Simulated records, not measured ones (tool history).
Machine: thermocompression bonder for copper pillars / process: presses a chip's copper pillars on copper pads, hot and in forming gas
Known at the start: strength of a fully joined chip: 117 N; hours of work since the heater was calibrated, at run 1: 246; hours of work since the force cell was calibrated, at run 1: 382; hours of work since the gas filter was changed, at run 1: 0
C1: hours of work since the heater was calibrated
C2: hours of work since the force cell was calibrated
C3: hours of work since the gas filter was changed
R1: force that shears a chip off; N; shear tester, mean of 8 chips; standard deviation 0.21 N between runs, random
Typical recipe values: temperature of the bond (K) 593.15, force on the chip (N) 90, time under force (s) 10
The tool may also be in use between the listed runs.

Run 1, hour 0: usual settings; C1 246; C2 382; C3 0. Result: R1 58.9 N.
Run 2, hour 65.8: usual settings but time under force (s) 8; C1 276; C2 413; C3 31. Result: R1 54.3 N.
Run 3, hour 148.1: usual settings but temperature of the bond (K) 599.15; C1 315; C2 451; C3 69. Result: R1 60.9 N.
Run 4, hour 228.6: usual settings but temperature of the bond (K) 599.15, force on the chip (N) 75; C1 352; C2 489; C3 107. Result: R1 55 N.
Run 5, hour 287.9: usual settings but temperature of the bond (K) 599.15, force on the chip (N) 75; C1 380; C2 517; C3 135. Result: R1 54.3 N.
Run 6, hour 372.8: usual settings but temperature of the bond (K) 599.15, force on the chip (N) 75; C1 420; C2 556; C3 174. Result: R1 54.3 N.
At hour 425.3: forming gas filter changed.
Run 7, hour 436.1: usual settings; C1 449; C2 586; C3 5. Result: R1 59.1 N.
Run 8, hour 491.5: usual settings but temperature of the bond (K) 564.15; C1 475; C2 612; C3 31. Result: R1 46.5 N.
Run 9, hour 549.7: usual settings but force on the chip (N) 122; C1 502; C2 639; C3 58. Result: R1 68.9 N.
Run 10, hour 626.9: usual settings but force on the chip (N) 122; C1 538; C2 675; C3 94. Result: R1 68.2 N.
Run 11, hour 710.7: usual settings but force on the chip (N) 122; C1 578; C2 714; C3 133. Result: R1 68.4 N.
Run 12, hour 785: usual settings but force on the chip (N) 122; C1 612; C2 749; C3 168. Result: R1 68.1 N.
Run 13, hour 845.3: usual settings but time under force (s) 9; C1 641; C2 777; C3 196. Result: R1 55.4 N.
At hour 851.4: forming gas filter changed.
Run 14, hour 899.8: usual settings; C1 666; C2 802; C3 23. Result: R1 58.5 N.
Run 15, hour 978.8: usual settings; C1 703; C2 839; C3 60. Result: R1 58.4 N.
Run 16, hour 1043.6: usual settings; C1 733; C2 870; C3 90. Result: R1 58 N.
Run 17, hour 1102.7: usual settings; C1 761; C2 897; C3 117. Result: R1 57.9 N.
Run 18, hour 1145.1: usual settings; C1 781; C2 917; C3 137. Result: R1 57.6 N.
At hour 1154.5: force cell calibrated.
Run 19, hour 1196: usual settings; C1 804; C2 19; C3 160. Result: R1 55.9 N.
Run 20, hour 1265.2: usual settings; C1 836; C2 52; C3 193. Result: R1 55.8 N.
At hour 1278.8: forming gas filter changed.
Run 21, hour 1328.5: usual settings but temperature of the bond (K) 591.15, time under force (s) 27; C1 865; C2 81; C3 23. Result: R1 76.7 N.
Run 22, hour 1393.9: usual settings but time under force (s) 6; C1 896; C2 112; C3 54. Result: R1 47.3 N.
Run 23, hour 1474.3: usual settings but time under force (s) 6; C1 934; C2 149; C3 91. Result: R1 47 N.
At hour 1518: force cell calibrated, once more.
At hour 1541.9: heater calibrated with a thermocouple chip.
Run 24, hour 1543.9: usual settings but force on the chip (N) 117; C1 1; C2 11; C3 122. Result: R1 67.7 N.
Run 25, hour 1609.4: usual settings but force on the chip (N) 117; C1 32; C2 42; C3 153. Result: R1 68.4 N.
Run 26, hour 1670: usual settings but temperature of the bond (K) 584.15, force on the chip (N) 58, time under force (s) 20; C1 60; C2 70; C3 181. Result: R1 53.9 N.
At hour 1706.9: forming gas filter changed.
Run 27, hour 1749.6: usual settings but temperature of the bond (K) 573.15, force on the chip (N) 71, time under force (s) 7; C1 97; C2 107; C3 20. Result: R1 38 N.
Run 28, hour 1827.1: usual settings but temperature of the bond (K) 573.15, force on the chip (N) 71, time under force (s) 7; C1 133; C2 143; C3 56. Result: R1 38.1 N.
Run 29, hour 1893.7: usual settings but temperature of the bond (K) 573.15, force on the chip (N) 71, time under force (s) 7; C1 164; C2 175; C3 87. Result: R1 37.4 N.
Run 30, hour 1955.2: usual settings but temperature of the bond (K) 573.15, force on the chip (N) 71, time under force (s) 7; C1 193; C2 203; C3 116. Result: R1 37.4 N.
Run 31, hour 2038.1: usual settings but temperature of the bond (K) 588.15, force on the chip (N) 95, time under force (s) 11; C1 232; C2 242; C3 155. Result: R1 60 N.
Run 32, hour 2108.3: usual settings but temperature of the bond (K) 588.15, force on the chip (N) 95, time under force (s) 16; C1 265; C2 275; C3 188. Result: R1 67.3 N.
At hour 2132.9: forming gas filter changed.
Run 33, hour 2190.1: usual settings but time under force (s) 30; C1 303; C2 313; C3 27. Result: R1 82.6 N.
Run 34, hour 2241.5: usual settings but temperature of the bond (K) 575.15, force on the chip (N) 87, time under force (s) 6; C1 327; C2 337; C3 51. Result: R1 41.3 N.
Run 35, hour 2319.2: usual settings but temperature of the bond (K) 565.15, force on the chip (N) 57, time under force (s) 27; C1 363; C2 373; C3 87. Result: R1 51 N.
Run 36, hour 2356.2: usual settings but temperature of the bond (K) 564.15, force on the chip (N) 114, time under force (s) 13; C1 380; C2 391; C3 104. Result: R1 59.1 N.
Run 37, hour 2418.3: usual settings but temperature of the bond (K) 587.15, force on the chip (N) 73, time under force (s) 13; C1 409; C2 420; C3 133. Result: R1 54 N.
Run 38, hour 2466.4: usual settings but temperature of the bond (K) 575.15, force on the chip (N) 67, time under force (s) 27; C1 432; C2 442; C3 156. Result: R1 60.5 N.
Run 39, hour 2517: usual settings but temperature of the bond (K) 575.15, force on the chip (N) 67, time under force (s) 27; C1 455; C2 466; C3 180. Result: R1 59.8 N.

The logged runs with the hidden state left out (each run's random variation unchanged):
Hidden state present: true temperature of the bond over the reading, C; force that reaches the chip, % of what is set; oxide that the forming gas leaves, % of the face; drift of the gauge itself on shear_n, %.
run    R1
  1  59.8
  2  55.3
  3  62.3
  4  56.5
  5    56
  6  56.2
  7  60.1
  8  47.4
  9  70.4
 10    70
 11  70.5
 12  70.4
 13  57.6
 14  59.9
 15    60
 16  59.8
 17  59.9
 18  59.8
 19  59.5
 20  59.6
 21  79.7
 22    50
 23  49.9
 24  68.7
 25  69.6
 26  55.1
 27  38.2
 28  38.5
 29    38
 30    38
 31  61.3
 32  68.9
 33  83.2
 34  41.7
 35  51.8
 36    60
 37  55.1
 38  61.9
 39  61.3

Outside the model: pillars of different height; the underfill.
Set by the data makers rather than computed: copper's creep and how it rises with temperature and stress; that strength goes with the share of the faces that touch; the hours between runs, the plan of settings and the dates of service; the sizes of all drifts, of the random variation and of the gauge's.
